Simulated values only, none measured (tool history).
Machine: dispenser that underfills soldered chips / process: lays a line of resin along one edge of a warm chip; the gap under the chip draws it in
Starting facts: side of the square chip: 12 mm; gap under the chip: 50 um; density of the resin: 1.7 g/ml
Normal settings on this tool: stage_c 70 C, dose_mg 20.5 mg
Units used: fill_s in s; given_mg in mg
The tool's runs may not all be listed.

run	hour	stage_c	dose_mg	fill_s	given_mg
1	0.0	70	20.5	259.2	20.02
2	2.7	76	20.5	222.4	20.10
# hour 5.3: new syringe of resin
3	6.8	76	20.4	159.4	19.77
4	11.9	64	20.5	296.5	19.89
5	18.1	58	20.5	445.7	19.82
# hour 19.9: new syringe of resin
6	22.5	58	20.5	334.1	19.73
7	25.5	70	20.5	230.9	19.70
8	29.0	70	20.5	258.4	19.56
9	32.0	70	20.5	282.9	19.73
# hour 34.8: new syringe of resin
10	38.5	70	20.5	220.5	19.73
11	43.6	71	20.5	242.7	19.62
12	47.2	64	20.5	357.6	19.41
# hour 49.6: new syringe of resin
13	51.5	64	20.5	256.4	19.50
14	55.6	64	20.5	289.6	19.38
15	58.4	64	20.5	324.8	19.42
# hour 64.4: new syringe of resin
16	64.5	70	24.4	189.2	22.94
17	68.3	70	20.5	215.2	19.13
18	74.5	70	20.5	260.7	19.17
19	77.7	56	18.1	491.1	16.98
# hour 79.1: new syringe of resin
20	81.0	56	18.1	356.7	16.75
21	83.7	61	26.1	309.5	24.44
22	89.9	66	23.0	312.3	21.31
23	92.6	70	18.3	294.5	16.96
# hour 93.6: new syringe of resin
24	99.5	69	20.5	233.6	18.88
25	102.4	81	23.2	162.7	21.49
26	107.2	62	18.5	389.3	17.02
# hour 108.3: new syringe of resin
27	113.5	62	18.5	313.0	16.94
28	119.3	62	18.5	376.2	17.00
29	122.1	62	18.5	409.6	16.97
# hour 123.1: new syringe of resin
30	127.0	70	18.8	215.8	17.18
31	132.4	70	18.8	260.7	17.01
32	135.4	56	18.3	484.1	16.57
# hour 138.0: new syringe of resin
33	139.1	64	18.2	251.3	16.47
34	143.2	62	23.3	293.3	21.19
35	146.5	77	24.9	187.7	22.36

What if the next run were any one of these 3? Each begins from the tool's condition after run 35:
A	150.2	81	25.6	?	?
B	150.2	74	26.1	?	?
C	150.2	72	19.1	?	?

run	fill_s	given_mg
A	181.0	23.06
B	230.9	23.31
C	262.1	17.19
Stripped of hidden state, with their random variation kept, the same runs would have yielded:
run	fill_s	given_mg
A	130.5	25.63
B	166.7	25.92
C	186.4	19.11
